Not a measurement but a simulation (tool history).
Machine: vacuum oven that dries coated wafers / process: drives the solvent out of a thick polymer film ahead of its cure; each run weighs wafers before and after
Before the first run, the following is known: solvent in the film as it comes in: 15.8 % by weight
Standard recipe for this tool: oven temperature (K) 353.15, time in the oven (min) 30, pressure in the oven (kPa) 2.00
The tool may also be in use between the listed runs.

run 1 hour=0.0 | oven_temperature_(K)=353.15 time_in_the_oven_(min)=30 pressure_in_the_oven_(kPa)=2.00 | solvent_left_in_the_film_(%)=3.87
run 2 hour=29.3 | oven_temperature_(K)=353.15 time_in_the_oven_(min)=30 pressure_in_the_oven_(kPa)=2.00 | solvent_left_in_the_film_(%)=3.94
run 3 hour=48.1 | oven_temperature_(K)=353.15 time_in_the_oven_(min)=47 pressure_in_the_oven_(kPa)=2.00 | solvent_left_in_the_film_(%)=2.25
run 4 hour=68.5 | oven_temperature_(K)=353.15 time_in_the_oven_(min)=47 pressure_in_the_oven_(kPa)=2.00 | solvent_left_in_the_film_(%)=2.17
run 5 hour=105.4 | oven_temperature_(K)=353.15 time_in_the_oven_(min)=47 pressure_in_the_oven_(kPa)=2.00 | solvent_left_in_the_film_(%)=2.14
run 6 hour=139.2 | oven_temperature_(K)=353.15 time_in_the_oven_(min)=47 pressure_in_the_oven_(kPa)=2.00 | solvent_left_in_the_film_(%)=2.21
run 7 hour=166.2 | oven_temperature_(K)=353.15 time_in_the_oven_(min)=24 pressure_in_the_oven_(kPa)=2.00 | solvent_left_in_the_film_(%)=4.92
run 8 hour=196.4 | oven_temperature_(K)=353.15 time_in_the_oven_(min)=24 pressure_in_the_oven_(kPa)=2.00 | solvent_left_in_the_film_(%)=4.98
run 9 hour=227.2 | oven_temperature_(K)=348.15 time_in_the_oven_(min)=33 pressure_in_the_oven_(kPa)=3.66 | solvent_left_in_the_film_(%)=5.23
run 10 hour=259.5 | oven_temperature_(K)=348.15 time_in_the_oven_(min)=32 pressure_in_the_oven_(kPa)=3.10 | solvent_left_in_the_film_(%)=5.22
run 11 hour=294.1 | oven_temperature_(K)=341.15 time_in_the_oven_(min)=34 pressure_in_the_oven_(kPa)=3.01 | solvent_left_in_the_film_(%)=6.83

What will run 12 give?
run 12 hour=337.0 | oven_temperature_(K)=353.15 time_in_the_oven_(min)=50 pressure_in_the_oven_(kPa)=3.27 | solvent_left_in_the_film_(%)=?

solvent left in the film (%): 2.44
On a tool with no hidden condition, and with the same random variation, this run would have come out at solvent left in the film (%) 2.18.
